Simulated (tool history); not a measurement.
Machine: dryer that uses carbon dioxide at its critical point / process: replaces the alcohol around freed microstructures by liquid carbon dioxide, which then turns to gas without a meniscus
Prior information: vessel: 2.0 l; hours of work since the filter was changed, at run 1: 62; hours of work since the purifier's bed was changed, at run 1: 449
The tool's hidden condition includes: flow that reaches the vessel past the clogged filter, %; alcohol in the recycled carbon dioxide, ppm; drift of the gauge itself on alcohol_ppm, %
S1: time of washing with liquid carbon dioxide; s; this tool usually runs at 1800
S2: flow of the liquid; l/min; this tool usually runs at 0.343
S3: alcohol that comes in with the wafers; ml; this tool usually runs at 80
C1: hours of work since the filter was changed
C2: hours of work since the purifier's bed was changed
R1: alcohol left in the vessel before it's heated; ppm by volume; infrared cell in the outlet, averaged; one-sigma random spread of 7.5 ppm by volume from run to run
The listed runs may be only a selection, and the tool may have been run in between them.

run   hour    S1     S2   S3   C1   C2    R1
  1    0.0  1800  0.343   80   62  449   424
  2   21.3  1800  0.343   80   69  456   432
  3   40.1  1800  0.343   80   76  463   440
  4   72.8  1800  0.343   80   88  474   434
  5  110.4  1800  0.343   80  101  488   442
  6  138.7  1140  0.343   80  111  498  2280
  7  173.5  1800  0.343   80  123  510   452
  8  206.7  1800  0.345   80  135  522   432
  9  235.0  2040  0.345   80  145  531   257
 10  262.9  1800  0.314   80  155  541   682
 11  289.2  1800  0.314   80  164  551   693
 12  318.3  1800  0.343   30  174  561   196
 13  335.7  1800  0.343   80  180  567   486
 14  374.8  1800  0.343   80  194  581   491
 15  402.0  1800  0.447  102  203  590   158
 16  423.1  1140  0.223   38  211  598  3320

Forecast run 17:
 17  455.1  1140  0.240  39  222  609   ?

Run 17 yielded R1 2882 ppm by volume.
The same run, on a tool lacking any hidden state, would have yielded R1 2561 ppm by volume.
